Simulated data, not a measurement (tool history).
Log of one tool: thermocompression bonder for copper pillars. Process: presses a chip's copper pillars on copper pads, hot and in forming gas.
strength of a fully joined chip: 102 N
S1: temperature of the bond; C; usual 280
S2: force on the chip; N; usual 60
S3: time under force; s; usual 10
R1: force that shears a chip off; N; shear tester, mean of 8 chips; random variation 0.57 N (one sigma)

run	hour	S1	S2	S3	R1
1	0.0	280	60	10	32.2
2	11.8	280	60	10	32.1
3	20.3	280	60	10	31.7
4	34.5	280	60	10	31.7
5	44.4	280	60	10	30.3
6	63.3	280	60	27	46.7
7	74.2	280	60	27	46.1
8	90.6	280	60	7	27.0
9	99.3	280	60	7	26.4
10	119.9	280	60	7	25.7
# hour 132.6: force cell calibrated
11	138.4	280	60	7	29.7
12	151.6	280	60	10	34.6
13	161.0	280	61	10	33.7
14	170.9	280	60	27	49.9
15	185.2	280	60	27	49.2
16	197.0	280	60	27	48.4
17	211.9	280	60	27	48.9
18	228.5	280	58	10	31.1
19	241.0	280	58	10	31.4
20	251.4	280	68	10	37.8
21	262.5	254	68	28	41.7
22	272.1	273	43	6	15.9
23	292.2	273	43	6	15.4
# hour 306.5: forming gas filter changed
24	311.7	273	47	22	33.3
25	327.6	273	47	22	33.2
26	343.5	299	66	12	52.0
27	357.5	297	54	7	32.6
28	369.1	297	54	7	32.4
29	383.7	263	54	7	20.7
30	402.1	281	81	7	42.6
31	420.9	298	55	16	46.4
32	430.8	284	68	12	44.8
33	439.3	293	86	15	65.1
34	452.9	266	40	23	24.2
35	469.5	266	50	26	34.0
36	481.5	280	45	10	23.4
37	501.9	303	60	6	36.0
38	520.2	303	60	6	34.6
39	539.5	280	75	20	53.5

Hidden state or all else? Some run-to-run changes of R1, split into what the settings, what came in and random variation would give without the hidden state, and what is left for the hidden state (with any gauge scatter that isn't in both results):
The hidden state here: true temperature of the bond over the reading, C; force that reaches the chip, % of what is set; oxide that the forming gas leaves, % of the face; drift of the gauge itself on shear_n, %.
Run 7 -> 8: S3 27 -> 7. R1 -19.1 N: hidden state +2.4, all else -21.5.
Run 10 -> 11: force cell calibrated. R1 +4.0 N: hidden state +3.0, all else +1.0.
Run 21 -> 22: S1 254 -> 273, S2 68 -> 43, S3 28 -> 6. R1 -25.8 N: hidden state +3.5, all else -29.3.
Run 29 -> 30: S1 263 -> 281, S2 54 -> 81. R1 +21.9 N: hidden state -1.5, all else +23.4.
Run 33 -> 34: S1 293 -> 266, S2 86 -> 40, S3 15 -> 23. R1 -40.9 N: hidden state +2.1, all else -43.0.
